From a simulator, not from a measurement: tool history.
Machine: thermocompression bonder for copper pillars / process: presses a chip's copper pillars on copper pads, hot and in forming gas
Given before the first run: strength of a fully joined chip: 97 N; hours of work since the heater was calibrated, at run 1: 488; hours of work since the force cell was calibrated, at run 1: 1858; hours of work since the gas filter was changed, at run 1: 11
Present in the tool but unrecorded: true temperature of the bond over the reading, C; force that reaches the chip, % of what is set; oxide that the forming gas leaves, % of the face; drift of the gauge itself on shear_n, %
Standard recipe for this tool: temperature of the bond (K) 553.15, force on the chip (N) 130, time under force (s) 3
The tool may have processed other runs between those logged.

| run | day | temperature of the bond (K) | force on the chip (N) | time under force (s) | hours of work since the heater was calibrated | hours of work since the force cell was calibrated | hours of work since the gas filter was changed | force that shears a chip off (N) |
|---|---|---|---|---|---|---|---|---|
| 1 | 0 | 553.15 | 130 | 3 | 488 | 1858 | 11 | 53.7 |
| 2 | 2.442 | 553.15 | 130 | 3 | 531 | 1901 | 54 | 54.1 |
| 3 | 6.171 | 553.15 | 130 | 3 | 596 | 1966 | 119 | 51.7 |
| 4 | 8.471 | 553.15 | 130 | 3 | 636 | 2006 | 159 | 51.4 |
|  | 8.8 | force cell calibrated |
| 5 | 12.404 | 553.15 | 81 | 3 | 704 | 63 | 227 | 40 |
| 6 | 14.317 | 553.15 | 81 | 3 | 737 | 96 | 260 | 38.8 |
|  | 15.371 | forming gas filter changed |
| 7 | 17.775 | 553.15 | 80 | 3 | 797 | 156 | 42 | 41.6 |
| 8 | 22.058 | 526.15 | 91 | 3 | 872 | 231 | 117 | 27.9 |
| 9 | 24.338 | 526.15 | 91 | 3 | 912 | 271 | 156 | 28.3 |
| 10 | 26.883 | 532.15 | 136 | 6 | 956 | 315 | 201 | 47.1 |
| 11 | 30.546 | 532.15 | 136 | 6 | 1020 | 379 | 265 | 45.6 |
|  | 31.1 | forming gas filter changed |
| 12 | 34.267 | 553.15 | 130 | 4 | 1084 | 444 | 55 | 56 |
| 13 | 37.042 | 553.15 | 130 | 4 | 1133 | 492 | 104 | 53.6 |
| 14 | 39.75 | 553.15 | 130 | 4 | 1180 | 539 | 151 | 53.8 |

For some of the steps in force that shears a chip off (N) from one run to the next: how much would appear even if the tool had no hidden state, given the settings, what came in and random variation, and how much remains for the hidden state plus any gauge scatter that the measured result and the result without hidden state don't share?
Run 9 -> 10: temperature of the bond (K) 526.15 -> 532.15, force on the chip (N) 91 -> 136, time under force (s) 3 -> 6. force that shears a chip off (N) +18.8: hidden state -3.1, all else +21.9.
Run 11 -> 12: temperature of the bond (K) 532.15 -> 553.15, force on the chip (N) 136 -> 130, time under force (s) 6 -> 4, forming gas filter changed. force that shears a chip off (N) +10.4: hidden state +4, all else +6.4.
